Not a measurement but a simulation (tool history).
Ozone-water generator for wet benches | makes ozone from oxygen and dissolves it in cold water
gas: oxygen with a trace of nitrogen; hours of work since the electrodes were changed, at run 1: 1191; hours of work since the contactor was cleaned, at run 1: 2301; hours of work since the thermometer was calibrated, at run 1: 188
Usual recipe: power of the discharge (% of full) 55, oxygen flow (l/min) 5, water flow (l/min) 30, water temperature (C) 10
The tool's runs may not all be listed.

run,day,power of the discharge (% of full),oxygen flow (l/min),water flow (l/min),water temperature (C),hours of work since the electrodes were changed,hours of work since the contactor was cleaned,hours of work since the thermometer was calibrated,dissolved ozone (ppm),ozone in the gas ahead of the water (g/m3)
1,0,55,5,30,10,1191,2301,188,20.3,206.2
2,1.754,55,5,30,10,1224,2334,222,20,208
3,4.85,55,5,30,10,1283,2393,280,19.7,208.1
4,7.467,55,5,30,10,1332,2442,330,20,207.5
5,10.975,55,5,30,10,1399,2509,397,19.9,206.4
6,13.367,55,5,30,10,1444,2554,442,20,208.4
7,15.008,55,5,30,10,1476,2586,473,20.1,206
8,17.025,55,5,30,10,1514,2624,512,20,205.9
9,19.492,55,5,30,10,1561,2671,559,20,207.9
10,22.362,55,5,30,10,1615,2725,613,19.7,207.4
11,24.512,55,5,30,10,1656,2766,654,20,206.8
12,27.879,49,5,30,10,1720,2830,718,17.9,185.3
# day 28.388: contactor cleaned
13,31.517,55,3.55,30,10,1786,59,784,17.7,240.1
14,34.875,55,5,31,10,1850,123,848,19.4,205.2
15,36.979,55,5,31,10,1890,163,888,19.1,207.2
16,39.175,55,5,28,10,1932,205,929,21.2,205.7
17,41.471,55,5,28,10,1975,248,973,21.1,205.8
# day 41.946: contactor cleaned, once more
18,45.142,55,4.15,31,10,2042,61,1039,18.4,223.3
19,47.946,55,4.15,31,10,2095,114,1093,18.3,223.8
20,49.575,94,4.15,23,9,2126,145,1124,40.6,364
21,52.362,94,4.15,23,9,2179,198,1177,40.6,359.6
22,55.262,81,2.87,30,6,2234,253,1232,24.3,376.3

Run 23 has not been measured yet. What should we expect?
23,58.85,81,5.64,30,7,2302,321,1300,?,?

Run 23 came out at dissolved ozone (ppm) 29.9, ozone in the gas ahead of the water (g/m3) 274.6.
Take away the tool's hidden state, keep the run-to-run variation as it was, and the same run would have given dissolved ozone (ppm) 31.2, ozone in the gas ahead of the water (g/m3) 284.5.
